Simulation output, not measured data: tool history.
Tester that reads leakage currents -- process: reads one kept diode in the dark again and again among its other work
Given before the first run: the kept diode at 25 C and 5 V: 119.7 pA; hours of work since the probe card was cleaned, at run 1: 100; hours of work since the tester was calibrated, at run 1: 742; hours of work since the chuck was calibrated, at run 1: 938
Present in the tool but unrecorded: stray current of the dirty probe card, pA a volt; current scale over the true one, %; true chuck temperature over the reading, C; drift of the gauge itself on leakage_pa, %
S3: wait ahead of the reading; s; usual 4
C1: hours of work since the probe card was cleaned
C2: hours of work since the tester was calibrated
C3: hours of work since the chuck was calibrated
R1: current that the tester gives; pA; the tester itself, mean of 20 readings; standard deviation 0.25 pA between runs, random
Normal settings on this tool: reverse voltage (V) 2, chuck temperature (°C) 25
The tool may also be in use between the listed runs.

run 1 hour=0 | reverse_voltage_(V)=2 chuck_temperature_(°C)=25 S3=4 | C1=100 C2=742 C3=938 | R1=74.95
run 2 hour=21.9 | reverse_voltage_(V)=2 chuck_temperature_(°C)=25 S3=3.18 | C1=116 C2=757 C3=954 | R1=74.77
run 3 hour=51.6 | reverse_voltage_(V)=2 chuck_temperature_(°C)=25 S3=3.18 | C1=137 C2=779 C3=975 | R1=74.89
run 4 hour=75.7 | reverse_voltage_(V)=2 chuck_temperature_(°C)=25 S3=4 | C1=154 C2=796 C3=992 | R1=74.44
run 5 hour=113.1 | reverse_voltage_(V)=2 chuck_temperature_(°C)=25 S3=4 | C1=181 C2=822 C3=1019 | R1=74.38
run 6 hour=153.7 | reverse_voltage_(V)=2 chuck_temperature_(°C)=25 S3=4 | C1=210 C2=851 C3=1047 | R1=74.05
-- hour=181 chuck's temperature calibrated
run 7 hour=189.2 | reverse_voltage_(V)=6.02 chuck_temperature_(°C)=25 S3=4 | C1=233 C2=875 C3=6 | R1=130.7
run 8 hour=222 | reverse_voltage_(V)=2 chuck_temperature_(°C)=25 S3=5.61 | C1=257 C2=898 C3=29 | R1=81.28
run 9 hour=241.7 | reverse_voltage_(V)=2 chuck_temperature_(°C)=25 S3=6.68 | C1=271 C2=912 C3=43 | R1=81.14
run 10 hour=281.8 | reverse_voltage_(V)=2 chuck_temperature_(°C)=25 S3=6.68 | C1=299 C2=941 C3=72 | R1=81.5
run 11 hour=313.5 | reverse_voltage_(V)=2 chuck_temperature_(°C)=37 S3=4 | C1=322 C2=963 C3=94 | R1=228.05
run 12 hour=345.1 | reverse_voltage_(V)=1.21 chuck_temperature_(°C)=27 S3=9.23 | C1=344 C2=986 C3=117 | R1=77.85
run 13 hour=379.2 | reverse_voltage_(V)=1.21 chuck_temperature_(°C)=27 S3=9.23 | C1=369 C2=1010 C3=141 | R1=78.17
run 14 hour=409.2 | reverse_voltage_(V)=4.55 chuck_temperature_(°C)=21 S3=3.19 | C1=390 C2=1031 C3=162 | R1=80.26
run 15 hour=441.6 | reverse_voltage_(V)=1.6 chuck_temperature_(°C)=25 S3=0.84 | C1=413 C2=1054 C3=185 | R1=73.63
run 16 hour=476 | reverse_voltage_(V)=1.6 chuck_temperature_(°C)=25 S3=0.84 | C1=437 C2=1079 C3=210 | R1=73.72
run 17 hour=493.7 | reverse_voltage_(V)=18.44 chuck_temperature_(°C)=25 S3=2.02 | C1=450 C2=1091 C3=222 | R1=208.88
run 18 hour=511.3 | reverse_voltage_(V)=18.44 chuck_temperature_(°C)=25 S3=0.56 | C1=462 C2=1104 C3=235 | R1=216.73
run 19 hour=546.1 | reverse_voltage_(V)=5.36 chuck_temperature_(°C)=34 S3=0.71 | C1=487 C2=1129 C3=259 | R1=268.63
run 20 hour=567.7 | reverse_voltage_(V)=7.46 chuck_temperature_(°C)=26 S3=3.32 | C1=502 C2=1144 C3=275 | R1=153.72
run 21 hour=598.5 | reverse_voltage_(V)=9.1 chuck_temperature_(°C)=26 S3=3.32 | C1=524 C2=1166 C3=297 | R1=166.39

Branching from run 21: 3 alternative next runs. What would each branch give?
run A hour=622.8 | reverse_voltage_(V)=7.03 chuck_temperature_(°C)=21 S3=4 | C1=542 C2=1183 C3=314 | R1=?
run B hour=622.8 | reverse_voltage_(V)=5 chuck_temperature_(°C)=26 S3=0.61 | C1=542 C2=1183 C3=314 | R1=?
run C hour=622.8 | reverse_voltage_(V)=2.53 chuck_temperature_(°C)=25 S3=5.56 | C1=542 C2=1183 C3=314 | R1=?

run=A R1=95.23
run=B R1=130.81
run=C R1=87.98
Without the tool's hidden state the same runs would have given:
run=A R1=96.67
run=B R1=133.67
run=C R1=90.19
